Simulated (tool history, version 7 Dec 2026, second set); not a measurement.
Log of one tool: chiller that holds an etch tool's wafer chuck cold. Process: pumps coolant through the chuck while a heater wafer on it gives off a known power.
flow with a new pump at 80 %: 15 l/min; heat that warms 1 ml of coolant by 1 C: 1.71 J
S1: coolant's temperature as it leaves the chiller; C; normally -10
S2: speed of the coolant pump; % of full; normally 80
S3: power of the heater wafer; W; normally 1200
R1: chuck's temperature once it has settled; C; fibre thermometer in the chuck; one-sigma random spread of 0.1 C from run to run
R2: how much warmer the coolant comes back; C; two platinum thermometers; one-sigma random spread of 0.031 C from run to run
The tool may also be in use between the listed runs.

Run 1, hour 0.0: usual settings. Result: R1 -1.2 C, R2 2.99 C.
Run 2, hour 120.9: usual settings. Result: R1 -1.3 C, R2 2.92 C.
Run 3, hour 257.8: usual settings. Result: R1 -1.2 C, R2 2.92 C.
Run 4, hour 356.6: usual settings. Result: R1 -0.9 C, R2 2.92 C.
Run 5, hour 468.7: usual settings but S1 -1 C. Result: R1 8.0 C, R2 2.95 C.
Run 6, hour 557.3: usual settings but S1 -1 C. Result: R1 8.1 C, R2 2.98 C.
Run 7, hour 631.0: usual settings but S1 -1 C. Result: R1 8.1 C, R2 2.98 C.
Run 8, hour 735.9: usual settings but S1 -1 C. Result: R1 8.2 C, R2 2.94 C.
Run 9, hour 868.0: usual settings but S1 -1 C, S2 92 % of full. Result: R1 7.4 C, R2 2.57 C.
Run 10, hour 932.6: usual settings but S1 -1 C, S2 92 % of full. Result: R1 7.6 C, R2 2.56 C.
Run 11, hour 1062.2: usual settings. Result: R1 -0.6 C, R2 3.03 C.
Run 12, hour 1147.2: usual settings but S2 66 % of full. Result: R1 0.2 C, R2 3.77 C.
Run 13, hour 1220.0: usual settings but S3 1346 W. Result: R1 0.4 C, R2 3.38 C.
Run 14, hour 1347.2: usual settings but S3 1346 W. Result: R1 0.7 C, R2 3.41 C.
Run 15, hour 1415.8: usual settings but S1 0 C. Result: R1 9.6 C, R2 3.07 C.
Run 16, hour 1512.3: usual settings but S1 0 C. Result: R1 9.5 C, R2 3.10 C.
Run 17, hour 1574.6: usual settings but S1 -4 C, S2 66 % of full, S3 1678 W. Result: R1 10.5 C, R2 5.22 C.
Run 18, hour 1687.8: usual settings but S2 87 % of full. Result: R1 -0.9 C, R2 2.79 C.
Run 19, hour 1802.6: usual settings but S1 -7 C, S2 76 % of full, S3 1020 W. Result: R1 1.2 C, R2 2.72 C.
Run 20, hour 1874.3: usual settings but S1 -7 C, S2 63 % of full, S3 1020 W. Result: R1 2.3 C, R2 3.41 C.
Run 21, hour 1987.6: usual settings but S1 -7 C, S2 63 % of full, S3 1020 W. Result: R1 2.3 C, R2 3.32 C.
Run 22, hour 2114.7: usual settings but S1 -7 C, S2 63 % of full, S3 1020 W. Result: R1 2.4 C, R2 3.44 C.
Run 23, hour 2222.6: usual settings but S1 -7 C, S2 63 % of full, S3 1020 W. Result: R1 2.3 C, R2 3.46 C.
Run 24, hour 2295.6: usual settings but S1 -14 C, S2 64 % of full. Result: R1 -2.9 C, R2 3.93 C.
Run 25, hour 2431.0: usual settings but S1 -8 C, S2 87 % of full, S3 651 W. Result: R1 -3.0 C, R2 1.51 C.
Run 26, hour 2570.7: usual settings but S1 -17 C, S2 81 % of full, S3 651 W. Result: R1 -11.8 C, R2 1.72 C.
Run 27, hour 2692.6: usual settings but S1 -9 C, S2 79 % of full, S3 1155 W. Result: R1 0.6 C, R2 3.06 C.
Run 28, hour 2758.0: usual settings but S1 -9 C, S2 95 % of full, S3 1197 W. Result: R1 0.0 C, R2 2.62 C.
Run 29, hour 2822.0: usual settings but S1 -19 C. Result: R1 -9.2 C, R2 3.14 C.
Run 30, hour 2907.1: usual settings but S1 -4 C, S2 78 % of full, S3 695 W. Result: R1 1.9 C, R2 1.86 C.
Run 31, hour 3017.7: usual settings but S1 -4 C, S2 78 % of full, S3 695 W. Result: R1 1.9 C, R2 1.85 C.
Run 32, hour 3143.8: usual settings but S2 65 % of full, S3 1709 W. Result: R1 6.0 C, R2 5.61 C.

Not shown here: 2 entries made in the log between runs. Locate each between two listed runs and compare the hidden state at the listed run before it with the hidden state at the listed run after it:
Between runs 13 and 14: chiller's thermometer calibrated (hour 1233.5)
  heat passed by the chuck's channels, % of clean ones': 93.7 -> 93.3; flow at a given pump speed, % of a new pump's: 92.7 -> 92.4; coolant's true temperature over the reading, C: 0.16 -> 0.21
  measured result minus the result with no hidden state, R1: +1.1 -> +1.2 C; R2: +0.25 -> +0.26 C
Between runs 18 and 19: chiller's thermometer calibrated, once more (hour 1736.6)
  heat passed by the chuck's channels, % of clean ones': 92.4 -> 92; flow at a given pump speed, % of a new pump's: 91.7 -> 91.5; coolant's true temperature over the reading, C: 0.24 -> 0.03
  measured result minus the result with no hidden state, R1: +1.1 -> +0.9 C; R2: +0.23 -> +0.23 C
